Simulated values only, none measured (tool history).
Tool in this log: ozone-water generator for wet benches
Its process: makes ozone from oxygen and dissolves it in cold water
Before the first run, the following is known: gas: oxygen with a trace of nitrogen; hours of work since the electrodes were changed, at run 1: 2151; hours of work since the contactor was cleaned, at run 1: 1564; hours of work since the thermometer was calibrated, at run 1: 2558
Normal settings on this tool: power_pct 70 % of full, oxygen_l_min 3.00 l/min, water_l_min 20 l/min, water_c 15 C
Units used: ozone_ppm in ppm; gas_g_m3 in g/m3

run,hour,power_pct,oxygen_l_min,water_l_min,water_c,hours of work since the electrodes were changed,hours of work since the contactor was cleaned,hours of work since the thermometer was calibrated,ozone_ppm,gas_g_m3
1,0.0,70,3.00,20,15,2151,1564,2558,16.0,206.1
2,35.0,70,3.00,20,10,2182,1594,2588,16.6,209.1
3,105.7,70,3.00,20,10,2242,1655,2649,16.6,207.8
4,140.8,70,3.00,20,10,2273,1685,2679,16.7,207.9
5,183.0,70,3.00,20,10,2309,1721,2715,16.6,206.1
6,228.1,70,3.00,20,10,2348,1760,2754,16.8,208.3
7,264.0,70,3.00,20,23,2379,1791,2785,14.5,207.3
8,325.7,45,3.00,20,23,2432,1844,2838,10.8,155.5
9,371.2,45,3.00,20,23,2471,1883,2877,10.9,157.3
10,400.5,70,3.00,20,15,2496,1908,2903,15.9,207.5
11,437.5,68,3.00,20,15,2528,1940,2934,15.8,204.8
12,483.3,68,3.00,20,15,2567,1979,2974,15.8,204.3
13,547.4,70,3.00,20,15,2623,2035,3029,16.0,209.8
14,589.9,70,3.00,20,15,2659,2071,3066,16.1,211.0
15,647.7,70,3.00,20,15,2709,2121,3115,15.8,208.9
16,688.7,70,1.91,20,15,2744,2156,3151,15.5,284.5
17,718.7,68,1.69,20,15,2770,2182,3176,14.6,300.1
18,755.7,75,3.91,32,22,2802,2214,3208,10.6,184.1
19,793.6,64,3.00,20,15,2834,2247,3241,15.0,198.2
20,822.3,64,3.00,20,15,2859,2271,3266,15.1,197.0
21,892.5,64,3.00,20,15,2919,2332,3326,15.0,200.4
22,962.9,70,3.00,20,18,2980,2392,3387,15.4,211.4
23,994.0,70,2.52,20,11,3007,2419,3413,16.0,236.1
24,1028.1,70,2.52,20,11,3036,2448,3443,16.1,237.7
25,1058.9,67,3.02,23,15,3063,2475,3469,13.6,205.3
26,1127.7,70,4.91,19,15,3122,2534,3528,16.1,152.8
27,1178.7,70,3.80,31,15,3166,2578,3572,10.9,180.3
# hour 1206.3: gauge calibrated
28,1225.6,57,3.80,25,12,3206,2618,3613,11.9,155.4
29,1278.9,46,2.76,19,10,3252,2664,3658,13.1,168.0
30,1308.8,46,1.79,19,10,3278,2690,3684,12.4,223.1
31,1348.1,46,1.79,19,10,3311,2724,3718,12.4,221.4
32,1401.0,63,1.79,20,10,3357,2769,3763,14.4,271.9

Results per run with the tool's hidden condition removed, run-to-run variation unchanged:
The tool's hidden condition here consists of: yield of the discharge, % of new electrodes'; contactor's efficiency, % of a clean one's; true water temperature over the reading, C; drift of the gauge itself on ozone_ppm, %; drift of the gauge itself on gas_g_m3, %.
run,gas_g_m3
1,206.1
2,208.9
3,207.3
4,207.2
5,205.3
6,207.3
7,206.1
8,154.4
9,156.0
10,205.7
11,202.8
12,202.1
13,207.3
14,208.3
15,205.9
16,280.1
17,295.3
18,181.0
19,194.6
20,193.4
21,196.4
22,206.9
23,230.8
24,232.3
25,200.4
26,149.0
27,175.6
28,155.4
29,167.8
30,222.6
31,220.8
32,270.8
ozone_ppm: at most 0.1 ppm away from the measurement, every run.
